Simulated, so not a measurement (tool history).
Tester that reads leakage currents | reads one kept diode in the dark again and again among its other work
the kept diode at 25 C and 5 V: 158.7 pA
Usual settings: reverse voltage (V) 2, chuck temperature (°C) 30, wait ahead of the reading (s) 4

run     day  reverse voltage (V)  chuck temperature (°C)  wait ahead of the reading (s)  current that the tester gives (pA)
  1       0                    2                      30                              4                              152.45
  2   1.529                    2                      30                              4                              152.14
  3   3.392                    2                      30                              4                              152.22
  4   5.517                    2                      30                           2.11                              153.04
  5   6.896                 6.24                      30                              4                              269.45
      8.092  -- chuck's temperature calibrated
  6   8.092                10.24                      30                              4                              343.02
  7     9.3                10.24                      30                              4                              343.76
  8  10.233                10.24                      30                              4                              343.28
  9  12.208                10.24                      30                              4                              344.39
 10  13.538                 1.16                      30                              4                              115.98
 11  15.746                 1.16                      30                              4                              116.52
 12  17.108                 7.57                      41                           0.47                              702.28
 13  18.462                 7.57                      41                            3.9                              698.67
 14  20.688                 3.89                      20                            0.3                               96.17
 15    21.6                 3.89                      20                            0.3                               96.71
 16  22.608                 3.27                      56                           1.86                             1356.15
 17  24.846                 3.27                      57                           6.77                             1458.87
 18  26.329                    2                      35                           0.54                              228.35
 19  27.854                    2                      35                           0.32                              229.65

Forecast each of these 5 alternatives for the next run:
  A  30.112                    7                      35                           0.32                                   ?
  B  30.112                 4.48                      22                            5.6                                   ?
  C  30.112                19.77                      42                           4.44                                   ?
  D  30.112                    2                      24                            3.1                                   ?
  E  30.112                 2.12                      44                              4                                   ?

run  current that the tester gives (pA)
  A                              433.52
  B                              117.14
  C                             1212.55
  D                               92.88
  E                              465.62
Without the tool's hidden state the same runs would have given:
run  current that the tester gives (pA)
  A                              433.31
  B                              117.04
  C                             1211.97
  D                               92.83
  E                              465.48
